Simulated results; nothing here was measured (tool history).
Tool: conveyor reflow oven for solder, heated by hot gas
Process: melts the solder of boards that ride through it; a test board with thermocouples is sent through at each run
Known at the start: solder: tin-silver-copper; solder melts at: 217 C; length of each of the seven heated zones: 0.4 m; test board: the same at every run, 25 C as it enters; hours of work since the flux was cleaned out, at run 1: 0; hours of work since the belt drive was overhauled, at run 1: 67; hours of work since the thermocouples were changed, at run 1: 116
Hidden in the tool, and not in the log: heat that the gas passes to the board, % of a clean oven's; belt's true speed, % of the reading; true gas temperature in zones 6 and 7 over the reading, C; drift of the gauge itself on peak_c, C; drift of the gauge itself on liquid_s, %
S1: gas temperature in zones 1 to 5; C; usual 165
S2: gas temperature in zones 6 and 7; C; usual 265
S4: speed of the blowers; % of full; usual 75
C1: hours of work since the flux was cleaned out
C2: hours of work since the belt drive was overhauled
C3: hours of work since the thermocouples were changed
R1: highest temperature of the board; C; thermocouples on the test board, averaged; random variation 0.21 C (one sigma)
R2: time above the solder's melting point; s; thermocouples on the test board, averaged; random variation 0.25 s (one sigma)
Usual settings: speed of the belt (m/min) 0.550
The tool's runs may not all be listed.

Run 1, hour 0.0: usual settings; C1 0; C2 67; C3 116. Result: R1 243.8 C, R2 51.8 s.
Run 2, hour 40.3: usual settings; C1 23; C2 90; C3 138. Result: R1 243.9 C, R2 52.3 s.
Run 3, hour 61.5: usual settings; C1 34; C2 101; C3 150. Result: R1 243.7 C, R2 52.0 s.
Run 4, hour 91.6: usual settings; C1 51; C2 118; C3 167. Result: R1 243.4 C, R2 52.6 s.
Run 5, hour 126.3: usual settings; C1 70; C2 137; C3 186. Result: R1 243.8 C, R2 52.5 s.
Run 6, hour 159.8: usual settings; C1 89; C2 156; C3 204. Result: R1 243.5 C, R2 51.7 s.
Run 7, hour 176.4: usual settings but speed of the belt (m/min) 0.580; C1 98; C2 165; C3 214. Result: R1 241.7 C, R2 46.9 s.
Run 8, hour 196.3: usual settings but S4 82 % of full; C1 109; C2 176; C3 225. Result: R1 244.6 C, R2 53.9 s.
Run 9, hour 227.0: usual settings but speed of the belt (m/min) 0.500; C1 126; C2 193; C3 242. Result: R1 247.1 C, R2 62.5 s.
Run 10, hour 253.8: usual settings but S2 257 C; C1 141; C2 208; C3 256. Result: R1 237.2 C, R2 44.4 s.
At hour 292.3: flux residue cleaned out of gas plates and filters.
Run 11, hour 294.0: usual settings but S2 257 C; C1 1; C2 227; C3 276. Result: R1 236.9 C, R2 44.2 s.
Run 12, hour 316.9: usual settings but S2 257 C; C1 14; C2 240; C3 288. Result: R1 236.8 C, R2 44.2 s.
Run 13, hour 333.9: usual settings; C1 23; C2 249; C3 298. Result: R1 243.8 C, R2 52.5 s.
Run 14, hour 367.1: usual settings; C1 41; C2 267; C3 316. Result: R1 243.6 C, R2 51.9 s.
Run 15, hour 403.4: usual settings but S2 255 C; C1 61; C2 287; C3 336. Result: R1 235.3 C, R2 42.0 s.
Run 16, hour 439.3: usual settings but S2 255 C, speed of the belt (m/min) 0.448, S4 67 % of full; C1 81; C2 307; C3 356. Result: R1 240.6 C, R2 63.0 s.
Run 17, hour 469.2: usual settings but S1 169 C, S4 73 % of full; C1 98; C2 324; C3 373. Result: R1 244.4 C, R2 54.1 s.
Run 18, hour 493.3: usual settings but S1 169 C, S4 73 % of full; C1 111; C2 337; C3 386. Result: R1 243.7 C, R2 54.0 s.
Run 19, hour 524.4: usual settings but S2 273 C, S4 53 % of full; C1 128; C2 354; C3 403. Result: R1 245.0 C, R2 51.8 s.
Run 20, hour 552.1: usual settings but S2 274 C, speed of the belt (m/min) 0.561, S4 63 % of full; C1 143; C2 370; C3 418. Result: R1 247.7 C, R2 53.7 s.
At hour 586.7: flux residue cleaned out of gas plates and filters.
Run 21, hour 587.3: usual settings but S2 278 C; C1 0; C2 386; C3 435. Result: R1 254.4 C, R2 62.7 s.
Run 22, hour 604.4: usual settings but S1 170 C, S2 267 C, speed of the belt (m/min) 0.639, S4 69 % of full; C1 10; C2 396; C3 444. Result: R1 239.3 C, R2 39.5 s.

Forecast run 23:
Run 23, hour 639.9: usual settings but S1 154 C, S2 267 C, speed of the belt (m/min) 0.648, S4 63 % of full; C1 29; C2 415; C3 464. Result: R1 ?, R2 ?.

R1: 232.2 C
R2: 26.5 s
Without the tool's hidden state the same run would have given R1 232.2 C, R2 26.5 s.
